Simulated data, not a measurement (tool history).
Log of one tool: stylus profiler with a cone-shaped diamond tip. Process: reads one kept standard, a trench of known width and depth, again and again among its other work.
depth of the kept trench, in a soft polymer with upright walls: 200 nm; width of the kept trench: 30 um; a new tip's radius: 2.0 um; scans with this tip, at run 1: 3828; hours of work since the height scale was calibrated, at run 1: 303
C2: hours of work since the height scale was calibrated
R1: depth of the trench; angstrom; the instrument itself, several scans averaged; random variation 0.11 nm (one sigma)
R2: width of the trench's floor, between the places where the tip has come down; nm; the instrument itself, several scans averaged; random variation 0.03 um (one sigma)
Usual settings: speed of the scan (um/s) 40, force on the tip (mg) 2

Run 1, hour 0: usual settings; scans with this tip 3828; C2 303. Result: R1 2020.4 angstrom, R2 27930 nm.
Run 2, hour 37.8: usual settings; scans with this tip 4062; C2 321. Result: R1 2018.5 angstrom, R2 27870 nm.
Run 3, hour 76: usual settings but speed of the scan (um/s) 12; scans with this tip 4298; C2 340. Result: R1 2019.4 angstrom, R2 27920 nm.
Run 4, hour 96.1: usual settings but speed of the scan (um/s) 19; scans with this tip 4423; C2 350. Result: R1 2018.8 angstrom, R2 27960 nm.
Run 5, hour 128.1: usual settings but speed of the scan (um/s) 19; scans with this tip 4621; C2 366. Result: R1 2019.1 angstrom, R2 27900 nm.
Run 6, hour 162.5: usual settings but speed of the scan (um/s) 19; scans with this tip 4834; C2 382. Result: R1 2019.3 angstrom, R2 27840 nm.
Run 7, hour 185.1: usual settings but speed of the scan (um/s) 19; scans with this tip 4973; C2 393. Result: R1 2019.3 angstrom, R2 27930 nm.
Run 8, hour 212.8: usual settings but speed of the scan (um/s) 19; scans with this tip 5145; C2 407. Result: R1 2021.3 angstrom, R2 27930 nm.
Run 9, hour 251.2: usual settings but speed of the scan (um/s) 19; scans with this tip 5382; C2 426. Result: R1 2019.3 angstrom, R2 27910 nm.
Run 10, hour 279.9: usual settings but speed of the scan (um/s) 19; scans with this tip 5560; C2 440. Result: R1 2020.7 angstrom, R2 27870 nm.
Run 11, hour 317.5: usual settings but speed of the scan (um/s) 19; scans with this tip 5793; C2 458. Result: R1 2020.6 angstrom, R2 27870 nm.
Run 12, hour 356.5: usual settings but speed of the scan (um/s) 19; scans with this tip 6034; C2 477. Result: R1 2018.5 angstrom, R2 27820 nm.
Run 13, hour 375.9: usual settings; scans with this tip 6154; C2 487. Result: R1 2019.8 angstrom, R2 27760 nm.
Run 14, hour 395: usual settings but force on the tip (mg) 0.71; scans with this tip 6273; C2 496. Result: R1 2012.5 angstrom, R2 27740 nm.
Run 15, hour 419: usual settings but force on the tip (mg) 0.71; scans with this tip 6421; C2 508. Result: R1 2012.9 angstrom, R2 27660 nm.
Run 16, hour 446.5: usual settings but force on the tip (mg) 1.07; scans with this tip 6591; C2 521. Result: R1 2016.8 angstrom, R2 27690 nm.
Run 17, hour 466.4: usual settings; scans with this tip 6714; C2 531. Result: R1 2020.5 angstrom, R2 27740 nm.
Run 18, hour 495.8: usual settings; scans with this tip 6896; C2 546. Result: R1 2022 angstrom, R2 27770 nm.
Run 19, hour 523.3: usual settings; scans with this tip 7066; C2 559. Result: R1 2019.3 angstrom, R2 27770 nm.
Run 20, hour 550.9: usual settings but force on the tip (mg) 1.75; scans with this tip 7237; C2 572. Result: R1 2020.1 angstrom, R2 27670 nm.
Run 21, hour 581.4: usual settings but force on the tip (mg) 1.18; scans with this tip 7426; C2 587. Result: R1 2016.3 angstrom, R2 27660 nm.
At hour 585.2: height scale calibrated on a step standard.
Run 22, hour 607.1: usual settings but force on the tip (mg) 1.18; scans with this tip 7582; C2 11. Result: R1 2016.3 angstrom, R2 27610 nm.
Run 23, hour 628.3: usual settings but force on the tip (mg) 1.18; scans with this tip 7713; C2 21. Result: R1 2017.7 angstrom, R2 27660 nm.
Run 24, hour 664.4: usual settings but speed of the scan (um/s) 50, force on the tip (mg) 2.46; scans with this tip 7937; C2 39. Result: R1 2025.6 angstrom, R2 27650 nm.
Run 25, hour 688.6: usual settings but speed of the scan (um/s) 26, force on the tip (mg) 0.69; scans with this tip 8086; C2 51. Result: R1 2014.2 angstrom, R2 27680 nm.
Run 26, hour 726.9: usual settings but speed of the scan (um/s) 24, force on the tip (mg) 3.08; scans with this tip 8324; C2 69. Result: R1 2029.4 angstrom, R2 27750 nm.
Run 27, hour 759.7: usual settings but speed of the scan (um/s) 33, force on the tip (mg) 1.22; scans with this tip 8526; C2 85. Result: R1 2018.2 angstrom, R2 27650 nm.
Run 28, hour 776.9: usual settings but speed of the scan (um/s) 33, force on the tip (mg) 1.22; scans with this tip 8633; C2 94. Result: R1 2018.8 angstrom, R2 27610 nm.
Run 29, hour 801.2: usual settings but speed of the scan (um/s) 139, force on the tip (mg) 2.75; scans with this tip 8783; C2 106. Result: R1 2028.1 angstrom, R2 27410 nm.
At hour 819.2: height scale calibrated on a step standard, once more.
Run 30, hour 831.1: usual settings but speed of the scan (um/s) 26, force on the tip (mg) 2.75; scans with this tip 8965; C2 6. Result: R1 2021.6 angstrom, R2 27670 nm.
Run 31, hour 865.3: usual settings but speed of the scan (um/s) 32, force on the tip (mg) 1.5; scans with this tip 9177; C2 23. Result: R1 2014.6 angstrom, R2 27580 nm.

Run 32 comes next. What will it give?
Run 32, hour 905.1: usual settings but speed of the scan (um/s) 83, force on the tip (mg) 2.36; scans with this tip 9423; C2 42. Result: R1 ?, R2 ?.

R1: 2018 angstrom
R2: 27520 nm
Without the tool's hidden state the same run would have given R1 2017 angstrom, R2 28040 nm.
